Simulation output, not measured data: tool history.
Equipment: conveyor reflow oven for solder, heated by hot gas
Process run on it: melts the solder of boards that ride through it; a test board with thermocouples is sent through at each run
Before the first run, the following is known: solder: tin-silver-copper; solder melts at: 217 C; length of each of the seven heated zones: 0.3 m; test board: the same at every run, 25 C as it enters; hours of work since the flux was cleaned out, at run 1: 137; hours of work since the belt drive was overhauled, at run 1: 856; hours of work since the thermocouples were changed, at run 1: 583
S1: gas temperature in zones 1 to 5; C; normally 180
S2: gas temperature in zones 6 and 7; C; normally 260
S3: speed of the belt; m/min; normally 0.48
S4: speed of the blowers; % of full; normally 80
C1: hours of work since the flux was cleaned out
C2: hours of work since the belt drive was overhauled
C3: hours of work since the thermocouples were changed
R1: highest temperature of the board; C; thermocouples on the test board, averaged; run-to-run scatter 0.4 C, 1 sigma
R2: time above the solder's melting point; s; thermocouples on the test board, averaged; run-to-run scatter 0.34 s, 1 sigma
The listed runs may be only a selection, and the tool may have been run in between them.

run 1 day=0 | S1=180 S2=260 S3=0.48 S4=80 | C1=137 C2=856 C3=583 | R1=246.7 R2=56.3
run 2 day=1.162 | S1=180 S2=260 S3=0.48 S4=80 | C1=160 C2=878 C3=605 | R1=247 R2=56.5
run 3 day=1.962 | S1=180 S2=260 S3=0.48 S4=80 | C1=175 C2=893 C3=620 | R1=246.6 R2=56.1
-- day=2.842 thermocouples of zones 6 and 7 changed
run 4 day=3.204 | S1=180 S2=260 S3=0.48 S4=80 | C1=197 C2=916 C3=7 | R1=248.9 R2=57.2
run 5 day=4.479 | S1=180 S2=260 S3=0.48 S4=80 | C1=221 C2=940 C3=31 | R1=248.7 R2=56.9
run 6 day=5.433 | S1=180 S2=260 S3=0.48 S4=55 | C1=240 C2=958 C3=50 | R1=241.8 R2=50.4
run 7 day=6.696 | S1=180 S2=260 S3=0.48 S4=80 | C1=264 C2=982 C3=74 | R1=247.9 R2=55.8
run 8 day=7.367 | S1=180 S2=260 S3=0.48 S4=80 | C1=277 C2=995 C3=87 | R1=247.2 R2=56.7
run 9 day=8.754 | S1=180 S2=260 S3=0.48 S4=80 | C1=303 C2=1022 C3=113 | R1=247.9 R2=56.6
run 10 day=9.633 | S1=180 S2=260 S3=0.48 S4=80 | C1=320 C2=1038 C3=130 | R1=247.1 R2=57.3
-- day=9.917 flux residue cleaned out of gas plates and filters
run 11 day=10.75 | S1=180 S2=260 S3=0.48 S4=80 | C1=16 C2=1056 C3=147 | R1=247.1 R2=56.3
run 12 day=12.129 | S1=193 S2=260 S3=0.48 S4=80 | C1=42 C2=1082 C3=174 | R1=249.8 R2=63.9
run 13 day=13.492 | S1=193 S2=262 S3=0.506 S4=80 | C1=68 C2=1108 C3=200 | R1=249.5 R2=60.4
run 14 day=14.471 | S1=170 S2=260 S3=0.404 S4=80 | C1=87 C2=1127 C3=218 | R1=250.3 R2=66.9
run 15 day=15.367 | S1=182 S2=273 S3=0.563 S4=63 | C1=104 C2=1144 C3=236 | R1=250.4 R2=48.2
-- day=16.217 flux residue cleaned out of gas plates and filters, once more
run 16 day=16.817 | S1=180 S2=260 S3=0.499 S4=72 | C1=11 C2=1168 C3=259 | R1=246.7 R2=52.5
run 17 day=18.196 | S1=180 S2=259 S3=0.464 S4=62 | C1=38 C2=1194 C3=286 | R1=244.8 R2=55.5
run 18 day=19.4 | S1=180 S2=259 S3=0.475 S4=62 | C1=61 C2=1217 C3=309 | R1=243.8 R2=53.7
run 19 day=20.567 | S1=192 S2=263 S3=0.455 S4=73 | C1=83 C2=1240 C3=331 | R1=253.1 R2=69.1
run 20 day=21.883 | S1=166 S2=263 S3=0.492 S4=73 | C1=108 C2=1265 C3=356 | R1=246.1 R2=49
run 21 day=22.458 | S1=166 S2=263 S3=0.473 S4=72 | C1=119 C2=1276 C3=367 | R1=247.5 R2=51.8

Table of differences, measured result less the result of that run with no hidden state. Run-to-run variation is the same in both. Gauge scatter possibly is not:
Hidden conditions of the tool in this case: heat that the gas passes to the board, % of a clean oven's; belt's true speed, % of the reading; true gas temperature in zones 6 and 7 over the reading, C; drift of the gauge itself on peak_c, C; drift of the gauge itself on liquid_s, %.
run=1 R1=-1.4 R2=-0.4
run=2 R1=-1.6 R2=-0.6
run=3 R1=-1.6 R2=-0.6
run=4 R1=-0.4 R2=+0.4
run=5 R1=-0.5 R2=+0.3
run=6 R1=-0.4 R2=+0.1
run=7 R1=-0.7 R2=+0.1
run=8 R1=-0.7 R2=+0.1
run=9 R1=-0.8 R2=-0.1
run=10 R1=-0.9 R2=+0
run=11 R1=-1.2 R2=-0.4
run=12 R1=-1.2 R2=+0
run=13 R1=-1.4 R2=-0.2
run=14 R1=-1.4 R2=-0.5
run=15 R1=-1.7 R2=-0.7
run=16 R1=-0.1 R2=+1
run=17 R1=-0.2 R2=+1
run=18 R1=-0.2 R2=+0.9
run=19 R1=-0.4 R2=+1.1
run=20 R1=-0.4 R2=+0.6
run=21 R1=-0.5 R2=+0.6
